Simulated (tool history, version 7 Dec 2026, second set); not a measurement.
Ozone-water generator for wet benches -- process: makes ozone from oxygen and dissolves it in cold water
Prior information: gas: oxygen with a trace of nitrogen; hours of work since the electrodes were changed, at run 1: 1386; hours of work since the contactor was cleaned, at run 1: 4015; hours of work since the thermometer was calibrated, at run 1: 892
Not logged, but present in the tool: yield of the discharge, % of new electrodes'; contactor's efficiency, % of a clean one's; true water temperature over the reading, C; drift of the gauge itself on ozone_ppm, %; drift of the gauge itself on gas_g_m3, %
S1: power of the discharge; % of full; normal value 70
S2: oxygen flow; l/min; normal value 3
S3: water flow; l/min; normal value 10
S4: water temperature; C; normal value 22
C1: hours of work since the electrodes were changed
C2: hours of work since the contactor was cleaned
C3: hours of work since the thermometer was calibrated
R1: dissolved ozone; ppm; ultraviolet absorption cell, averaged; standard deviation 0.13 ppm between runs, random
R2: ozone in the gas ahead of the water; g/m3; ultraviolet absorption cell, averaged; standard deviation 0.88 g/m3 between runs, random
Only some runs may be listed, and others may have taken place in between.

run     day  S1    S2  S3  S4    C1    C2    C3    R1     R2
  1       0  70     3  10  22  1386  4015   892  13.3  139.4
  2   2.829  70     3   9  22  1438  4067   945  14.3  137.9
  3   4.608  70     3   9  22  1471  4100   977  14.1  139.2
  4   7.538  77     3  10  22  1525  4154  1032  14.1  151.2
  5   9.142  77     3  10  22  1555  4184  1061  14.3  147.7
  6    10.7  70     3  16  22  1583  4213  1090   8.7  137.3
  7  13.712  70     3  16  22  1639  4269  1146   8.6  137.5
  8  15.225  70     3  10  22  1667  4297  1174    13  137.2
     15.533  -- contactor cleaned
  9    17.3  70     3  10  22  1703    33  1209  12.8    137
 10  18.538  70     3  10  22  1725    56  1232  12.5  137.6
 11    21.2  70     3  10  15  1775   105  1281  13.8    137
 12  23.242  70     3  10  15  1812   143  1319  14.1  138.3
     24.779  -- contactor cleaned, once more
 13  24.912  70     3  11  22  1840     2  1347  12.7  135.4
 14  26.879  43  5.33  16  14  1877    39  1383   6.1   59.7
 15  28.992  43  1.98   8  17  1916    78  1422  12.1    119
 16  31.367  70  1.72  10  18  1960   122  1466  15.1  197.1
 17  33.217  70  1.72  10  18  1994   156  1501  15.2  197.2
 18  35.962  95     3   9  22  2045   207  1551  18.8    177
 19  37.262  88   2.5   9  22  2069   231  1575  18.2  188.1

What does the tool deliver on the next run?
 20  39.5  95  1.62  10  20  2110  272  1617   ?   ?

R1: 19.2 ppm
R2: 267.7 g/m3
On a tool with no hidden condition, and with the same random variation, this run would have come out at R1 20.9 ppm, R2 289.5 g/m3.

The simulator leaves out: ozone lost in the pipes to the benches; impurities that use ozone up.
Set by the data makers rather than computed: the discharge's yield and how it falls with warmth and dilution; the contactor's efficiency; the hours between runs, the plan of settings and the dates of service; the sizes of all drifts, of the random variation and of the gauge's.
